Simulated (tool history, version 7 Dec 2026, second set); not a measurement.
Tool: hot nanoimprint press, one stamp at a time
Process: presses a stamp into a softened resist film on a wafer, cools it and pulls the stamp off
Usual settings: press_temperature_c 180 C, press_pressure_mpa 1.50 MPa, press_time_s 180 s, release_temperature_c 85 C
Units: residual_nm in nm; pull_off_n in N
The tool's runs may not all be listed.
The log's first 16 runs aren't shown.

-- hour=789.0 stamp cleaned and given a new release coat
run 17 hour=844.4 | press_temperature_c=190 press_pressure_mpa=1.50 press_time_s=180 release_temperature_c=79 | residual_nm=154.6 pull_off_n=146
run 18 hour=896.1 | press_temperature_c=190 press_pressure_mpa=1.50 press_time_s=180 release_temperature_c=79 | residual_nm=154.3 pull_off_n=148
run 19 hour=961.4 | press_temperature_c=190 press_pressure_mpa=1.50 press_time_s=180 release_temperature_c=79 | residual_nm=154.5 pull_off_n=149
run 20 hour=1015.0 | press_temperature_c=190 press_pressure_mpa=1.50 press_time_s=180 release_temperature_c=79 | residual_nm=154.3 pull_off_n=156
run 21 hour=1054.6 | press_temperature_c=190 press_pressure_mpa=1.50 press_time_s=180 release_temperature_c=79 | residual_nm=153.4 pull_off_n=150
run 22 hour=1087.7 | press_temperature_c=170 press_pressure_mpa=1.50 press_time_s=180 release_temperature_c=73 | residual_nm=392.2 pull_off_n=180
run 23 hour=1149.3 | press_temperature_c=170 press_pressure_mpa=1.50 press_time_s=180 release_temperature_c=73 | residual_nm=389.6 pull_off_n=179
-- hour=1177.2 plate thermocouple calibrated
run 24 hour=1216.9 | press_temperature_c=180 press_pressure_mpa=1.50 press_time_s=165 release_temperature_c=74 | residual_nm=258.2 pull_off_n=184
-- hour=1257.9 stamp cleaned and given a new release coat
run 25 hour=1281.3 | press_temperature_c=187 press_pressure_mpa=2.20 press_time_s=226 release_temperature_c=77 | residual_nm=132.0 pull_off_n=155
run 26 hour=1320.6 | press_temperature_c=172 press_pressure_mpa=1.62 press_time_s=180 release_temperature_c=85 | residual_nm=351.1 pull_off_n=128
run 27 hour=1357.0 | press_temperature_c=172 press_pressure_mpa=1.62 press_time_s=180 release_temperature_c=85 | residual_nm=349.4 pull_off_n=129
run 28 hour=1385.2 | press_temperature_c=180 press_pressure_mpa=1.50 press_time_s=234 release_temperature_c=85 | residual_nm=225.9 pull_off_n=131
run 29 hour=1437.2 | press_temperature_c=180 press_pressure_mpa=1.50 press_time_s=234 release_temperature_c=85 | residual_nm=225.0 pull_off_n=132
run 30 hour=1470.2 | press_temperature_c=180 press_pressure_mpa=1.50 press_time_s=234 release_temperature_c=85 | residual_nm=224.9 pull_off_n=134

3 ways to go on from here, each from the tool as it stands after run 30. What would each give?
run A hour=1527.7 | press_temperature_c=188 press_pressure_mpa=1.50 press_time_s=180 release_temperature_c=85 | residual_nm=? pull_off_n=?
run B hour=1527.7 | press_temperature_c=180 press_pressure_mpa=1.74 press_time_s=234 release_temperature_c=79 | residual_nm=? pull_off_n=?
run C hour=1527.7 | press_temperature_c=172 press_pressure_mpa=1.50 press_time_s=234 release_temperature_c=91 | residual_nm=? pull_off_n=?

run=A residual_nm=170.8 pull_off_n=136
run=B residual_nm=207.2 pull_off_n=157
run=C residual_nm=332.5 pull_off_n=113
Without the tool's hidden state the same runs would have given:
run=A residual_nm=170.2 pull_off_n=127
run=B residual_nm=206.3 pull_off_n=146
run=C residual_nm=332.4 pull_off_n=105
